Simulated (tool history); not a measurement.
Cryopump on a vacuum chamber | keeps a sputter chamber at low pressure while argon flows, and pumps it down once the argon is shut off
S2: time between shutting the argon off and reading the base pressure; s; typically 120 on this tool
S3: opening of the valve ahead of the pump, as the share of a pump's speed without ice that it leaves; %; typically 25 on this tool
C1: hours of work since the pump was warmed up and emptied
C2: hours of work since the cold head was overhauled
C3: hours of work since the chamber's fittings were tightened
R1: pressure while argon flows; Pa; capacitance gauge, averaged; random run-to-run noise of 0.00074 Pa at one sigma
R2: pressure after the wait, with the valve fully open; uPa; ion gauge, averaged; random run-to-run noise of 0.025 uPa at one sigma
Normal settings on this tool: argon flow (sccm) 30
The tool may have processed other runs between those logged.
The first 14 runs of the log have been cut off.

Run 15, day 15.979: usual settings but argon flow (sccm) 27, S3 56 %; C1 404; C2 404; C3 646. Result: R1 0.0585 Pa, R2 2.16 uPa.
Run 16, day 17.575: usual settings but argon flow (sccm) 27, S3 56 %; C1 420; C2 420; C3 662. Result: R1 0.057 Pa, R2 2.21 uPa.
Run 17, day 19.004: usual settings but argon flow (sccm) 27, S3 56 %; C1 434; C2 434; C3 676. Result: R1 0.0582 Pa, R2 2.21 uPa.
Run 18, day 20.367: usual settings but argon flow (sccm) 27, S3 56 %; C1 448; C2 448; C3 690. Result: R1 0.0582 Pa, R2 2.26 uPa.
Run 19, day 21.088: usual settings but S2 112 s; C1 455; C2 455; C3 697. Result: R1 0.1411 Pa, R2 2.34 uPa.
Run 20, day 22.046: usual settings but argon flow (sccm) 28, S2 279 s, S3 29 %; C1 465; C2 465; C3 707. Result: R1 0.1143 Pa, R2 1.84 uPa.
Run 21, day 22.838: usual settings but S2 48 s, S3 18 %; C1 472; C2 472; C3 715. Result: R1 0.1929 Pa, R2 3.59 uPa.
Run 22, day 23.533: usual settings but S2 48 s, S3 18 %; C1 480; C2 480; C3 722. Result: R1 0.1933 Pa, R2 3.57 uPa.
Run 23, day 24.429: usual settings but S2 48 s, S3 18 %; C1 489; C2 489; C3 731. Result: R1 0.1952 Pa, R2 3.63 uPa.
Run 24, day 25.712: usual settings but argon flow (sccm) 16, S2 36 s, S3 18 %; C1 501; C2 501; C3 743. Result: R1 0.1031 Pa, R2 4.27 uPa.
Run 25, day 26.621: usual settings but argon flow (sccm) 14, S2 33 s, S3 19 %; C1 511; C2 511; C3 753. Result: R1 0.0867 Pa, R2 4.59 uPa.
Run 26, day 27.688: usual settings but argon flow (sccm) 15; C1 521; C2 521; C3 763. Result: R1 0.0697 Pa, R2 2.35 uPa.
Run 27, day 29.279: usual settings but argon flow (sccm) 24, S2 189 s; C1 537; C2 537; C3 779. Result: R1 0.1123 Pa, R2 2.16 uPa.
Run 28, day 30.783: usual settings but argon flow (sccm) 15, S2 286 s, S3 26 %; C1 552; C2 552; C3 794. Result: R1 0.0684 Pa, R2 2.04 uPa.
Run 29, day 32.125: usual settings; C1 566; C2 566; C3 808. Result: R1 0.1412 Pa, R2 2.53 uPa.
Run 30, day 32.783: usual settings but argon flow (sccm) 17, S2 63 s, S3 47 %; C1 572; C2 572; C3 815. Result: R1 0.0443 Pa, R2 3.21 uPa.
Run 31, day 34.125: usual settings but argon flow (sccm) 17, S2 63 s, S3 47 %; C1 586; C2 586; C3 828. Result: R1 0.045 Pa, R2 3.3 uPa.
Run 32, day 34.95: usual settings but argon flow (sccm) 18, S2 63 s, S3 47 %; C1 594; C2 594; C3 836. Result: R1 0.0471 Pa, R2 3.24 uPa.
Run 33, day 35.721: usual settings but argon flow (sccm) 19, S2 29 s, S3 29 %; C1 602; C2 602; C3 844. Result: R1 0.0778 Pa, R2 5.1 uPa.
Run 34, day 36.388: usual settings but S2 43 s; C1 609; C2 609; C3 851. Result: R1 0.1413 Pa, R2 4.05 uPa.
Run 35, day 37.517: usual settings but argon flow (sccm) 56, S3 27 %; C1 620; C2 620; C3 862. Result: R1 0.2469 Pa, R2 2.71 uPa.

Here are 3 independent what-if runs from the current tool condition. What would each one return?
Run A, day 39: usual settings but argon flow (sccm) 58, S2 47 s, S3 27 %; C1 635; C2 635; C3 877. Result: R1 ?, R2 ?.
Run B, day 39: usual settings but S3 44 %; C1 635; C2 635; C3 877. Result: R1 ?, R2 ?.
Run C, day 39: usual settings but argon flow (sccm) 43, S2 46 s, S3 23 %; C1 635; C2 635; C3 877. Result: R1 ?, R2 ?.

run      R1    R2
  A  0.2555  3.99
  B  0.0843  2.69
  C  0.2213  3.95
What these runs would have given with no unlogged condition in the tool:
run      R1    R2
  A  0.2431  2.29
  B  0.0779  1.01
  C  0.2122   2.3
